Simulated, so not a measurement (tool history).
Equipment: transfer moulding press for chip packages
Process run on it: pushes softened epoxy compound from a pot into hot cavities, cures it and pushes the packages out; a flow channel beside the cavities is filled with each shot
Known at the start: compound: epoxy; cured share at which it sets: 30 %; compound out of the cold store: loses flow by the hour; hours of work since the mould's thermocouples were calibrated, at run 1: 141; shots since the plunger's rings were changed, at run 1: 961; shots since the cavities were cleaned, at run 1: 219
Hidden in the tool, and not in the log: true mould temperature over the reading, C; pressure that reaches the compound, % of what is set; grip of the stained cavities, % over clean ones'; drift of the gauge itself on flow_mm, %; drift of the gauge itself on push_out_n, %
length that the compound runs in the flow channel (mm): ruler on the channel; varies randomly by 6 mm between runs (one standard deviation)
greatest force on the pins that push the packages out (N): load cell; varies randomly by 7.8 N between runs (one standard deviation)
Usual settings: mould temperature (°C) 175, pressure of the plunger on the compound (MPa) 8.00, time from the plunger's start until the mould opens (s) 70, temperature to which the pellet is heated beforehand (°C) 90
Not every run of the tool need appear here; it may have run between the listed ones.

run	hour	mould temperature (°C)	pressure of the plunger on the compound (MPa)	time from the plunger's start until the mould opens (s)	temperature to which the pellet is heated beforehand (°C)	hours of work since the mould's thermocouples were calibrated	shots since the plunger's rings were changed	shots since the cavities were cleaned	incoming compound's hours out of the cold store	length that the compound runs in the flow channel (mm)	greatest force on the pins that push the packages out (N)
1	0.0	175	8.00	70	90	141	961	219	31.8	927	443
# hour 17.3: cavities cleaned with cleaning compound and waxed
2	27.5	175	8.00	70	90	161	1459	196	22.9	960	479
# hour 45.8: cavities cleaned with cleaning compound and waxed
3	70.1	175	8.00	70	90	193	2246	465	46.3	832	494
# hour 75.6: cavities cleaned with cleaning compound and waxed
4	94.7	175	8.00	70	90	211	2687	366	25.7	931	514
# hour 106.8: cavities cleaned with cleaning compound and waxed
5	120.5	175	8.00	70	90	229	3154	263	19.4	962	472
# hour 135.5: cavities cleaned with cleaning compound and waxed
# hour 141.1: plunger's sealing rings changed
6	154.3	175	8.00	70	90	252	253	312	45.8	862	456
# hour 166.3: cavities cleaned with cleaning compound and waxed
# hour 194.6: cavities cleaned with cleaning compound and waxed
7	199.0	175	8.00	70	90	284	1051	84	39.3	875	382
# hour 225.5: cavities cleaned with cleaning compound and waxed
8	230.0	175	8.00	70	90	307	1616	86	27.2	940	397
# hour 255.2: cavities cleaned with cleaning compound and waxed
9	255.2	175	8.00	96	90	325	2071	1	41.4	858	186
# hour 285.2: cavities cleaned with cleaning compound and waxed
10	302.7	175	8.00	96	90	360	2952	336	25.3	932	274
# hour 314.3: cavities cleaned with cleaning compound and waxed
# hour 334.6: plunger's sealing rings changed
11	334.7	171	9.62	78	92	382	3	343	12.7	1165	522
# hour 345.3: cavities cleaned with cleaning compound and waxed
12	371.0	171	9.62	78	92	409	670	492	19.3	1115	538
# hour 374.5: cavities cleaned with cleaning compound and waxed
# hour 405.5: cavities cleaned with cleaning compound and waxed
13	415.7	175	9.64	70	82	441	1467	194	27.9	1035	469
# hour 434.4: cavities cleaned with cleaning compound and waxed
14	453.7	175	9.64	70	82	469	2166	370	10.3	1132	559
# hour 462.9: cavities cleaned with cleaning compound and waxed
# hour 490.5: cavities cleaned with cleaning compound and waxed
15	503.5	174	7.85	70	90	505	3062	249	15.5	981	519
# hour 519.5: cavities cleaned with cleaning compound and waxed
# hour 529.7: plunger's sealing rings changed
16	532.1	174	7.85	70	90	524	47	192	36.4	908	456
# hour 550.8: cavities cleaned with cleaning compound and waxed
17	566.9	174	7.85	70	90	549	684	308	31.7	931	498
# hour 580.2: cavities cleaned with cleaning compound and waxed
18	589.8	174	7.85	70	90	566	1095	184	32.4	919	450
# hour 610.1: cavities cleaned with cleaning compound and waxed
19	632.6	174	7.85	70	90	597	1885	432	20.2	973	548
# hour 638.3: cavities cleaned with cleaning compound and waxed
# hour 666.4: cavities cleaned with cleaning compound and waxed
20	671.7	169	7.85	70	90	625	2576	101	33.2	889	563

Below, some changes in length that the compound runs in the flow channel (mm) between adjacent runs. For each, the amount present without the hidden state too (settings, incoming material, random variation) and the amount remaining for the hidden state with gauge scatter not shared by both compared results:
Run 5 -> 6: cavities cleaned with cleaning compound and waxed, plunger's sealing rings changed. length that the compound runs in the flow channel (mm) -100: hidden state +56, all else -156.
Run 10 -> 11: mould temperature (°C) 175 -> 171, pressure of the plunger on the compound (MPa) 8.00 -> 9.62, time from the plunger's start until the mould opens (s) 96 -> 78, temperature to which the pellet is heated beforehand (°C) 90 -> 92, cavities cleaned with cleaning compound and waxed, plunger's sealing rings changed. length that the compound runs in the flow channel (mm) +233: hidden state +52, all else +181.
Run 14 -> 15: mould temperature (°C) 175 -> 174, pressure of the plunger on the compound (MPa) 9.64 -> 7.85, temperature to which the pellet is heated beforehand (°C) 82 -> 90, cavities cleaned with cleaning compound and waxed, cavities cleaned with cleaning compound and waxed. length that the compound runs in the flow channel (mm) -151: hidden state -11, all else -140.
